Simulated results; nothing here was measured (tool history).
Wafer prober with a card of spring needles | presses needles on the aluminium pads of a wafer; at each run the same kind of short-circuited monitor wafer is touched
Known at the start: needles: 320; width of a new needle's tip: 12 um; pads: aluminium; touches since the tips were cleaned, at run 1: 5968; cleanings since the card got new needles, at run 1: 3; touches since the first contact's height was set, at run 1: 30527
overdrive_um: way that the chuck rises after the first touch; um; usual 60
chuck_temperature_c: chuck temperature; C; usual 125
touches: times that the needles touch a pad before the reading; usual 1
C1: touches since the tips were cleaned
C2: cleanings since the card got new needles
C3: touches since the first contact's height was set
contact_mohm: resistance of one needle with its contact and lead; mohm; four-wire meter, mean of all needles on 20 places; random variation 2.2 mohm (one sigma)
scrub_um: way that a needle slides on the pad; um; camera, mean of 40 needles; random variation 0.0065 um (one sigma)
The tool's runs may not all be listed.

run 1 hour=0.0 | overdrive_um=60 chuck_temperature_c=125 touches=1 | C1=5968 C2=3 C3=30527 | contact_mohm=242 scrub_um=8.136
-- hour=3.7 tips cleaned on abrasive film
run 2 hour=8.0 | overdrive_um=60 chuck_temperature_c=41 touches=1 | C1=1465 C2=4 C3=33244 | contact_mohm=224 scrub_um=8.140
run 3 hour=15.7 | overdrive_um=60 chuck_temperature_c=41 touches=1 | C1=4137 C2=4 C3=35916 | contact_mohm=226 scrub_um=8.118
-- hour=24.4 tips cleaned on abrasive film
run 4 hour=26.9 | overdrive_um=60 chuck_temperature_c=125 touches=1 | C1=839 C2=5 C3=39716 | contact_mohm=241 scrub_um=8.110
run 5 hour=36.0 | overdrive_um=60 chuck_temperature_c=125 touches=1 | C1=3987 C2=5 C3=42864 | contact_mohm=240 scrub_um=8.101
run 6 hour=41.4 | overdrive_um=51 chuck_temperature_c=125 touches=1 | C1=5868 C2=5 C3=44745 | contact_mohm=241 scrub_um=6.883
-- hour=45.1 tips cleaned on abrasive film
run 7 hour=49.5 | overdrive_um=60 chuck_temperature_c=125 touches=1 | C1=1511 C2=6 C3=47497 | contact_mohm=243 scrub_um=8.090
run 8 hour=57.4 | overdrive_um=60 chuck_temperature_c=125 touches=1 | C1=4243 C2=6 C3=50229 | contact_mohm=246 scrub_um=8.087
-- hour=66.1 tips cleaned on abrasive film
run 9 hour=66.5 | overdrive_um=60 chuck_temperature_c=125 touches=1 | C1=151 C2=7 C3=53316 | contact_mohm=244 scrub_um=8.069
run 10 hour=72.6 | overdrive_um=60 chuck_temperature_c=125 touches=1 | C1=2249 C2=7 C3=55414 | contact_mohm=247 scrub_um=8.074
run 11 hour=80.5 | overdrive_um=60 chuck_temperature_c=125 touches=1 | C1=4987 C2=7 C3=58152 | contact_mohm=242 scrub_um=8.062
-- hour=86.8 tips cleaned on abrasive film
run 12 hour=92.0 | overdrive_um=60 chuck_temperature_c=125 touches=1 | C1=1792 C2=8 C3=62072 | contact_mohm=245 scrub_um=8.042
run 13 hour=102.2 | overdrive_um=60 chuck_temperature_c=125 touches=2 | C1=5313 C2=8 C3=65593 | contact_mohm=244 scrub_um=8.026
-- hour=107.5 tips cleaned on abrasive film
run 14 hour=110.5 | overdrive_um=60 chuck_temperature_c=125 touches=2 | C1=1030 C2=9 C3=68406 | contact_mohm=239 scrub_um=8.021
run 15 hour=118.7 | overdrive_um=60 chuck_temperature_c=125 touches=2 | C1=3872 C2=9 C3=71248 | contact_mohm=247 scrub_um=8.009
run 16 hour=127.4 | overdrive_um=60 chuck_temperature_c=125 touches=2 | C1=6865 C2=9 C3=74241 | contact_mohm=245 scrub_um=8.006
-- hour=128.1 tips cleaned on abrasive film
run 17 hour=135.3 | overdrive_um=60 chuck_temperature_c=125 touches=2 | C1=2499 C2=10 C3=76944 | contact_mohm=241 scrub_um=7.999
run 18 hour=141.0 | overdrive_um=60 chuck_temperature_c=125 touches=2 | C1=4466 C2=10 C3=78911 | contact_mohm=244 scrub_um=7.983
run 19 hour=146.1 | overdrive_um=60 chuck_temperature_c=125 touches=2 | C1=6197 C2=10 C3=80642 | contact_mohm=245 scrub_um=7.994
-- hour=148.2 gauge calibrated
-- hour=149.2 tips cleaned on abrasive film
run 20 hour=151.8 | overdrive_um=46 chuck_temperature_c=116 touches=3 | C1=890 C2=11 C3=82581 | contact_mohm=241 scrub_um=6.242
run 21 hour=159.2 | overdrive_um=74 chuck_temperature_c=112 touches=3 | C1=3437 C2=11 C3=85128 | contact_mohm=238 scrub_um=10.036
run 22 hour=166.7 | overdrive_um=60 chuck_temperature_c=31 touches=1 | C1=6031 C2=11 C3=87722 | contact_mohm=216 scrub_um=8.139
-- hour=170.4 tips cleaned on abrasive film
run 23 hour=176.4 | overdrive_um=44 chuck_temperature_c=40 touches=1 | C1=2054 C2=12 C3=91026 | contact_mohm=223 scrub_um=5.941
run 24 hour=186.7 | overdrive_um=44 chuck_temperature_c=27 touches=2 | C1=5604 C2=12 C3=94576 | contact_mohm=220 scrub_um=5.932
-- hour=191.3 tips cleaned on abrasive film
run 25 hour=196.9 | overdrive_um=44 chuck_temperature_c=45 touches=2 | C1=1901 C2=13 C3=98052 | contact_mohm=225 scrub_um=5.936
run 26 hour=206.6 | overdrive_um=60 chuck_temperature_c=84 touches=1 | C1=5275 C2=13 C3=101426 | contact_mohm=237 scrub_um=8.080
-- hour=212.5 tips cleaned on abrasive film
run 27 hour=216.2 | overdrive_um=43 chuck_temperature_c=38 touches=2 | C1=1295 C2=14 C3=104693 | contact_mohm=226 scrub_um=5.777
run 28 hour=226.1 | overdrive_um=57 chuck_temperature_c=125 touches=1 | C1=4711 C2=14 C3=108109 | contact_mohm=244 scrub_um=7.651
-- hour=233.1 tips cleaned on abrasive film
run 29 hour=233.7 | overdrive_um=57 chuck_temperature_c=125 touches=1 | C1=192 C2=15 C3=110680 | contact_mohm=243 scrub_um=7.660
run 30 hour=238.9 | overdrive_um=47 chuck_temperature_c=34 touches=1 | C1=1986 C2=15 C3=112474 | contact_mohm=223 scrub_um=6.302
run 31 hour=248.2 | overdrive_um=49 chuck_temperature_c=37 touches=2 | C1=5199 C2=15 C3=115687 | contact_mohm=223 scrub_um=6.558
-- hour=254.4 tips cleaned on abrasive film
run 32 hour=259.4 | overdrive_um=49 chuck_temperature_c=37 touches=2 | C1=1728 C2=16 C3=119518 | contact_mohm=226 scrub_um=6.557
run 33 hour=264.2 | overdrive_um=47 chuck_temperature_c=125 touches=1 | C1=3361 C2=16 C3=121151 | contact_mohm=246 scrub_um=6.280
run 34 hour=269.9 | overdrive_um=47 chuck_temperature_c=125 touches=1 | C1=5332 C2=16 C3=123122 | contact_mohm=246 scrub_um=6.265
-- hour=274.9 tips cleaned on abrasive film
run 35 hour=276.2 | overdrive_um=47 chuck_temperature_c=125 touches=1 | C1=450 C2=17 C3=125268 | contact_mohm=245 scrub_um=6.262

How the hidden state differs across the entries between the runs, from the last listed run before each to the first after it:
Between runs 1 and 2: tips cleaned on abrasive film (hour 3.7)
  debris on the tips, nm: 0.7 -> 0.4; drift of the gauge itself on scrub_um, %: 0 -> -0.11
  measured less the result without the state, scrub_um: +0.000 -> -0.009 um
Between runs 3 and 4: tips cleaned on abrasive film (hour 24.4)
  debris on the tips, nm: 0.7 -> 0.3; drift of the gauge itself on scrub_um, %: -0.21 -> -0.36
  measured less the result without the state, scrub_um: -0.017 -> -0.030 um
Between runs 6 and 7: tips cleaned on abrasive film (hour 45.1)
  debris on the tips, nm: 0.7 -> 0.5; drift of the gauge itself on scrub_um, %: -0.56 -> -0.67
  measured less the result without the state, scrub_um: -0.039 -> -0.055 um
Between runs 8 and 9: tips cleaned on abrasive film (hour 66.1)
  debris on the tips, nm: 0.7 -> 0.1; drift of the gauge itself on scrub_um, %: -0.78 -> -0.9
  measured less the result without the state, scrub_um: -0.064 -> -0.073 um
Between runs 11 and 12: tips cleaned on abrasive film (hour 86.8)
  debris on the tips, nm: 0.7 -> 0.5; drift of the gauge itself on scrub_um, %: -1.09 -> -1.25
  measured less the result without the state, scrub_um: -0.089 -> -0.102 um
Between runs 13 and 14: tips cleaned on abrasive film (hour 107.5)
  debris on the tips, nm: 0.7 -> 0.3; drift of the gauge itself on scrub_um, %: -1.39 -> -1.5
  measured less the result without the state, scrub_um: -0.113 -> -0.123 um
Between runs 16 and 17: tips cleaned on abrasive film (hour 128.1)
  debris on the tips, nm: 0.7 -> 0.6; drift of the gauge itself on scrub_um, %: -1.73 -> -1.84
  measured less the result without the state, scrub_um: -0.141 -> -0.150 um
Between runs 19 and 20: gauge calibrated (hour 148.2); tips cleaned on abrasive film (hour 149.2)
  debris on the tips, nm: 0.7 -> 0.3; drift of the gauge itself on scrub_um, %: -1.98 -> -0.05
  measured less the result without the state, scrub_um: -0.162 -> -0.004 um
Between runs 22 and 23: tips cleaned on abrasive film (hour 170.4)
  debris on the tips, nm: 0.7 -> 0.5; drift of the gauge itself on scrub_um, %: -0.25 -> -0.38
  measured less the result without the state, scrub_um: -0.020 -> -0.023 um
Between runs 24 and 25: tips cleaned on abrasive film (hour 191.3)
  debris on the tips, nm: 0.7 -> 0.5; drift of the gauge itself on scrub_um, %: -0.52 -> -0.66
  measured less the result without the state, scrub_um: -0.032 -> -0.040 um
Between runs 26 and 27: tips cleaned on abrasive film (hour 212.5)
  debris on the tips, nm: 0.7 -> 0.4; drift of the gauge itself on scrub_um, %: -0.79 -> -0.92
  measured less the result without the state, scrub_um: -0.065 -> -0.055 um
Between runs 28 and 29: tips cleaned on abrasive film (hour 233.1)
  debris on the tips, nm: 0.7 -> 0.1; drift of the gauge itself on scrub_um, %: -1.06 -> -1.16
  measured less the result without the state, scrub_um: -0.083 -> -0.090 um
Between runs 31 and 32: tips cleaned on abrasive film (hour 254.4)
  debris on the tips, nm: 0.7 -> 0.5; drift of the gauge itself on scrub_um, %: -1.36 -> -1.51
  measured less the result without the state, scrub_um: -0.091 -> -0.101 um
Between runs 34 and 35: tips cleaned on abrasive film (hour 274.9)
  debris on the tips, nm: 0.7 -> 0.2; drift of the gauge itself on scrub_um, %: -1.65 -> -1.74
  measured less the result without the state, scrub_um: -0.106 -> -0.112 um
